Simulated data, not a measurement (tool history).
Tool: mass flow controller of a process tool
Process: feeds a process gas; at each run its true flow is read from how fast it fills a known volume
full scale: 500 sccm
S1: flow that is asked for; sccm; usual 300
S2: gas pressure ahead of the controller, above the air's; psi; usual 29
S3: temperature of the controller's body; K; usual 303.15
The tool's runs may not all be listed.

run 1 hour=0 | S1=300 S2=29 S3=303.15 | true_flow_(%)=100.46
run 2 hour=306.4 | S1=300 S2=29 S3=303.15 | true_flow_(%)=100.32
run 3 hour=574 | S1=300 S2=29 S3=303.15 | true_flow_(%)=100.43
run 4 hour=936.3 | S1=154 S2=29 S3=303.15 | true_flow_(%)=101.21
run 5 hour=1144.2 | S1=154 S2=29 S3=303.15 | true_flow_(%)=101.5
run 6 hour=1493.6 | S1=300 S2=29 S3=303.15 | true_flow_(%)=100.56
run 7 hour=1650.9 | S1=317 S2=29 S3=303.15 | true_flow_(%)=100.61
run 8 hour=1824.3 | S1=300 S2=29 S3=303.15 | true_flow_(%)=100.66
run 9 hour=2083.5 | S1=300 S2=29 S3=303.15 | true_flow_(%)=100.64
run 10 hour=2280.6 | S1=300 S2=29 S3=303.15 | true_flow_(%)=100.65
run 11 hour=2637.6 | S1=300 S2=30.3 S3=303.15 | true_flow_(%)=100.79
-- hour=2828.3 controller's zero set anew
run 12 hour=2976.9 | S1=300 S2=29 S3=303.15 | true_flow_(%)=99.31
run 13 hour=3274.6 | S1=300 S2=29 S3=303.15 | true_flow_(%)=99.36
run 14 hour=3571.1 | S1=94 S2=29 S3=303.15 | true_flow_(%)=98.86
run 15 hour=3810.1 | S1=300 S2=29 S3=303.15 | true_flow_(%)=99.37
run 16 hour=4125.6 | S1=105 S2=38.3 S3=298.15 | true_flow_(%)=99.8
run 17 hour=4444.9 | S1=244 S2=30.7 S3=299.15 | true_flow_(%)=99.6
run 18 hour=4630.7 | S1=349 S2=32.1 S3=296.15 | true_flow_(%)=100.38
run 19 hour=4972.9 | S1=116 S2=39.3 S3=303.15 | true_flow_(%)=99.69
run 20 hour=5361 | S1=138 S2=29 S3=312.15 | true_flow_(%)=98.6
run 21 hour=5601.6 | S1=138 S2=24.9 S3=312.15 | true_flow_(%)=98.51
run 22 hour=5862.3 | S1=267 S2=22.3 S3=306.15 | true_flow_(%)=99.1
run 23 hour=6028 | S1=199 S2=32.1 S3=295.15 | true_flow_(%)=100.22
run 24 hour=6319.8 | S1=199 S2=32.1 S3=296.15 | true_flow_(%)=100.24
run 25 hour=6629.9 | S1=71 S2=32.1 S3=296.15 | true_flow_(%)=101.13
run 26 hour=6918.6 | S1=59 S2=30 S3=307.15 | true_flow_(%)=100.51

Run 27 comes next. What will it give?
run 27 hour=7272.7 | S1=59 S2=30 S3=307.15 | true_flow_(%)=?

{"run 27": {"true flow (%)": 100.68}}
Without the tool's hidden state the same run would have given true flow (%) 97.67.

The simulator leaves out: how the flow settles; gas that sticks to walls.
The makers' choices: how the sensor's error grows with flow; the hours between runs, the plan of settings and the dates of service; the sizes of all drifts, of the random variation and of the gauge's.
